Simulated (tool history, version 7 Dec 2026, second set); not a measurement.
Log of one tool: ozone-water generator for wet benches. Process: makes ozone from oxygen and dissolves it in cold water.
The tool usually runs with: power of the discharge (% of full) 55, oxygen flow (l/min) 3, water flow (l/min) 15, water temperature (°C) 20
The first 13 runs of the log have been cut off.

run     day  power of the discharge (% of full)  oxygen flow (l/min)  water flow (l/min)  water temperature (°C)  hours of work since the electrodes were changed  hours of work since the contactor was cleaned  hours of work since the thermometer was calibrated  dissolved ozone (ppm)  ozone in the gas ahead of the water (g/m3)
 14  19.188                                  55                    3                  15                      20                                             1394                                           1207                                                2327                   14.2                                       202.7
 15  21.071                                  55                    3                  15                      17                                             1426                                           1239                                                2359                   14.5                                       202.9
 16  22.188                                  55                    3                  15                      17                                             1445                                           1258                                                2377                   14.4                                       201.7
 17  23.704                                  55                    3                  15                      17                                             1471                                           1283                                                2403                   14.5                                       200.5
 18  25.408                                  55                 3.59                  15                      20                                             1500                                           1312                                                2432                   13.8                                       182.1
 19  26.871                                  51                 2.51                  15                      20                                             1524                                           1337                                                2457                   13.3                                       215.6
 20  27.979                                  63                 2.48                   9                      14                                             1543                                           1356                                                2476                   26.7                                         250
 21  29.079                                  63                 2.48                   9                      14                                             1562                                           1375                                                2494                   26.6                                       247.5
 22  30.271                                  48                 2.67                   9                      14                                             1582                                           1395                                                2514                   22.2                                       198.7
 23  31.762                                  85                 3.96                   9                      27                                             1607                                           1420                                                2540                   23.4                                       224.9
 24  32.988                                  55                    3                  12                      12                                             1628                                           1441                                                2560                   18.6                                       200.6
 25  34.717                                  55                    3                  15                      12                                             1657                                           1470                                                2590                   15.4                                       200.3
 26  35.617                                  56                 3.34                  19                      12                                             1673                                           1485                                                2605                     12                                       191.2
 27  37.025                                  55                 2.62                  11                      20                                             1696                                           1509                                                2629                   18.6                                       217.1
 28   37.95                                  55                 2.62                  11                      20                                             1712                                           1525                                                2644                   18.6                                       219.5
 29  39.729                                  55                 1.62                  15                      20                                             1742                                           1555                                                2675                   13.5                                       292.9
 30  41.083                                  75                    3                  15                      20                                             1765                                           1578                                                2697                   16.6                                       243.7
 31  42.912                                  61                 1.85                  13                      14                                             1796                                           1609                                                2728                   17.7                                       289.1
 32  43.908                                  83                    3                  15                      24                                             1813                                           1626                                                2745                   16.8                                       260.1

3 options for the next run, each taken on its own from the tool as it stands now. Forecast them:
  A  45.692                                  55                    3                  22                      14                                             1843                                           1656                                                2776                      ?                                           ?
  B  45.692                                  82                    3                  10                      14                                             1843                                           1656                                                2776                      ?                                           ?
  C  45.692                                  48                 1.93                  15                      14                                             1843                                           1656                                                2776                      ?                                           ?

run  dissolved ozone (ppm)  ozone in the gas ahead of the water (g/m3)
  A                    9.7                                       199.3
  B                   27.6                                         256
  C                   13.1                                       238.9
Stripped of hidden state, with their random variation kept, the same runs would have yielded:
run  dissolved ozone (ppm)  ozone in the gas ahead of the water (g/m3)
  A                   10.8                                         215
  B                   31.5                                       282.9
  C                   14.5                                       255.5
